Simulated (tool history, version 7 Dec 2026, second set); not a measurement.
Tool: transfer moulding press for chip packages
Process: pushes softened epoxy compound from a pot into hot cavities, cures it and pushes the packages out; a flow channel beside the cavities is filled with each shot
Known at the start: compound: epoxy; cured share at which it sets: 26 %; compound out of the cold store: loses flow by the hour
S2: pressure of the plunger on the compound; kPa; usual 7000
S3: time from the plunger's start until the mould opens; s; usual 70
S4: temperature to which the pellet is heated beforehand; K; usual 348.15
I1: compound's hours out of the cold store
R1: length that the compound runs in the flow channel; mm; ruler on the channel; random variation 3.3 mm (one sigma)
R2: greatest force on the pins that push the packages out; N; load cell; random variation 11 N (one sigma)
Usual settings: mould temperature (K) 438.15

run 1 hour=0.0 | mould_temperature_(K)=438.15 S2=7000 S3=70 S4=348.15 | I1=13.9 | R1=752 R2=556
run 2 hour=14.5 | mould_temperature_(K)=438.15 S2=7000 S3=70 S4=348.15 | I1=27.2 | R1=711 R2=540
run 3 hour=26.1 | mould_temperature_(K)=438.15 S2=7000 S3=75 S4=348.15 | I1=31.8 | R1=688 R2=445
-- hour=43.6 plunger's sealing rings changed
run 4 hour=48.5 | mould_temperature_(K)=438.15 S2=7000 S3=75 S4=348.15 | I1=38.3 | R1=667 R2=433
-- hour=54.2 cavities cleaned with cleaning compound and waxed
run 5 hour=68.9 | mould_temperature_(K)=438.15 S2=7000 S3=59 S4=348.15 | I1=39.2 | R1=669 R2=834
run 6 hour=88.2 | mould_temperature_(K)=438.15 S2=7000 S3=59 S4=348.15 | I1=8.4 | R1=767 R2=882
-- hour=105.8 cavities cleaned with cleaning compound and waxed
run 7 hour=105.8 | mould_temperature_(K)=438.15 S2=7000 S3=59 S4=343.15 | I1=15.6 | R1=748 R2=910
run 8 hour=117.8 | mould_temperature_(K)=438.15 S2=7000 S3=59 S4=343.15 | I1=24.8 | R1=712 R2=921
run 9 hour=136.8 | mould_temperature_(K)=438.15 S2=7000 S3=70 S4=348.15 | I1=27.1 | R1=710 R2=532
-- hour=158.1 cavities cleaned with cleaning compound and waxed
run 10 hour=158.1 | mould_temperature_(K)=438.15 S2=7000 S3=70 S4=358.15 | I1=17.8 | R1=738 R2=506
run 11 hour=179.6 | mould_temperature_(K)=438.15 S2=7000 S3=70 S4=348.15 | I1=17.0 | R1=742 R2=550
run 12 hour=195.3 | mould_temperature_(K)=438.15 S2=7000 S3=70 S4=348.15 | I1=15.5 | R1=748 R2=569
run 13 hour=204.1 | mould_temperature_(K)=433.15 S2=6800 S3=88 S4=340.15 | I1=21.3 | R1=730 R2=467
-- hour=209.8 cavities cleaned with cleaning compound and waxed
run 14 hour=218.7 | mould_temperature_(K)=433.15 S2=6800 S3=88 S4=340.15 | I1=31.1 | R1=693 R2=453
-- hour=233.8 mould's thermocouples calibrated
run 15 hour=238.5 | mould_temperature_(K)=441.15 S2=7000 S3=70 S4=348.15 | I1=24.9 | R1=711 R2=440
-- hour=246.4 plunger's sealing rings changed
run 16 hour=259.7 | mould_temperature_(K)=438.15 S2=5760 S3=70 S4=342.15 | I1=13.2 | R1=676 R2=573
-- hour=267.1 cavities cleaned with cleaning compound and waxed
run 17 hour=280.2 | mould_temperature_(K)=441.15 S2=8020 S3=70 S4=348.15 | I1=28.5 | R1=741 R2=435
run 18 hour=294.9 | mould_temperature_(K)=441.15 S2=8020 S3=70 S4=348.15 | I1=11.3 | R1=803 R2=457
run 19 hour=315.5 | mould_temperature_(K)=444.15 S2=5510 S3=58 S4=345.15 | I1=45.2 | R1=561 R2=561
-- hour=319.1 cavities cleaned with cleaning compound and waxed
run 20 hour=329.6 | mould_temperature_(K)=444.15 S2=5400 S3=69 S4=348.15 | I1=27.5 | R1=603 R2=377
run 21 hour=351.0 | mould_temperature_(K)=443.15 S2=7320 S3=70 S4=348.15 | I1=37.0 | R1=674 R2=386
-- hour=370.9 cavities cleaned with cleaning compound and waxed
run 22 hour=373.8 | mould_temperature_(K)=435.15 S2=7630 S3=102 S4=348.15 | I1=36.3 | R1=704 R2=333
run 23 hour=393.5 | mould_temperature_(K)=435.15 S2=7630 S3=102 S4=348.15 | I1=10.1 | R1=809 R2=350
run 24 hour=408.5 | mould_temperature_(K)=440.15 S2=7000 S3=74 S4=352.15 | I1=23.5 | R1=715 R2=414

Forecast each of these 5 alternatives for the next run:
run A hour=419.8 | mould_temperature_(K)=442.15 S2=7680 S3=50 S4=352.15 | I1=27.6 | R1=? R2=?
run B hour=419.8 | mould_temperature_(K)=441.15 S2=7000 S3=74 S4=352.15 | I1=18.6 | R1=? R2=?
run C hour=419.8 | mould_temperature_(K)=440.15 S2=7190 S3=84 S4=354.15 | I1=12.5 | R1=? R2=?
run D hour=419.8 | mould_temperature_(K)=430.15 S2=6310 S3=74 S4=357.15 | I1=44.0 | R1=? R2=?
run E hour=419.8 | mould_temperature_(K)=442.15 S2=7000 S3=70 S4=348.15 | I1=18.3 | R1=? R2=?

run=A R1=726 R2=948
run=B R1=728 R2=391
run=C R1=761 R2=353
run=D R1=629 R2=773
run=E R1=728 R2=425
Without the tool's hidden state the same runs would have given:
run=A R1=727 R2=939
run=B R1=729 R2=388
run=C R1=761 R2=350
run=D R1=630 R2=766
run=E R1=728 R2=421
